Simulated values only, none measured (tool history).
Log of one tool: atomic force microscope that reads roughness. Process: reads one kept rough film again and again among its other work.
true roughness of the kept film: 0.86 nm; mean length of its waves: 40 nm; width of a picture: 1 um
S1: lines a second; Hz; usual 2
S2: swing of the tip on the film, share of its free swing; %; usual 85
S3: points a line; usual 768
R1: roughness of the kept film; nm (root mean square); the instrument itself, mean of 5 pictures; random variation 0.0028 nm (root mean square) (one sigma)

Run 1, hour 0: usual settings. Result: R1 0.762 nm (root mean square).
Run 2, hour 10.6: usual settings but S2 72 %. Result: R1 0.795 nm (root mean square).
Run 3, hour 25: usual settings but S2 79 %. Result: R1 0.767 nm (root mean square).
Run 4, hour 40.9: usual settings. Result: R1 0.74 nm (root mean square).
At hour 49.4: new tip fitted.
Run 5, hour 52.5: usual settings. Result: R1 0.756 nm (root mean square).
Run 6, hour 74.5: usual settings. Result: R1 0.75 nm (root mean square).
Run 7, hour 91.8: usual settings. Result: R1 0.737 nm (root mean square).
At hour 98.4: new tip fitted.
Run 8, hour 106.5: usual settings. Result: R1 0.752 nm (root mean square).
Run 9, hour 119.1: usual settings but S1 3.99 Hz, S2 79 %. Result: R1 0.708 nm (root mean square).
Run 10, hour 129.8: usual settings but S1 3.99 Hz, S2 61 %, S3 383. Result: R1 0.785 nm (root mean square).
Run 11, hour 145.3: usual settings but S1 0.81 Hz, S2 84 %, S3 559. Result: R1 0.789 nm (root mean square).

The next listed run, before its measurement:
At hour 147.8: new tip fitted.
Run 12, hour 162.4: usual settings but S1 0.81 Hz, S2 84 %, S3 559. Result: R1 ?.

Run 12 gave R1 0.802 nm (root mean square).
Without the tool's hidden state the same run would have given R1 0.806 nm (root mean square).
